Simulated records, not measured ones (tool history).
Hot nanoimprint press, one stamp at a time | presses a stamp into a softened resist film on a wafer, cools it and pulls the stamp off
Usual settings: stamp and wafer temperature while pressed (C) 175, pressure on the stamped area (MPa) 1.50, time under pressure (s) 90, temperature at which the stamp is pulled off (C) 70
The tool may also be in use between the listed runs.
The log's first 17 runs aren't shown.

run,hour,stamp and wafer temperature while pressed (C),pressure on the stamped area (MPa),time under pressure (s),temperature at which the stamp is pulled off (C),hours of work since the thermocouple was calibrated,imprints on the stamp's release coat,hours of work since the press's seals were changed,resist left under the stamp's widest pad (nm),greatest force while the stamp is pulled off (N)
18,562.7,182,1.45,64,75,432,128,371,175.2,138
19,593.9,164,1.45,64,75,446,207,386,255.2,137
20,631.1,164,1.45,155,75,464,302,403,196.8,136
# hour 648.2: plate thermocouple calibrated
21,671.2,181,1.06,105,70,11,396,421,183.4,150
22,716.6,181,1.06,109,70,32,511,442,180.4,149
23,752.3,173,1.06,109,69,49,602,459,214.6,147
24,785.1,173,1.06,109,69,64,685,474,214.7,151
25,826.4,187,2.06,49,60,83,790,493,143.5,174

Expected results for the next run?
26,866.0,169,1.67,52,72,102,890,512,?,?

Run 26 produced resist left under the stamp's widest pad (nm) 231.1, greatest force while the stamp is pulled off (N) 145.
With the hidden condition absent and the run-to-run variation left alone, this run would have shown resist left under the stamp's widest pad (nm) 225.2, greatest force while the stamp is pulled off (N) 145.
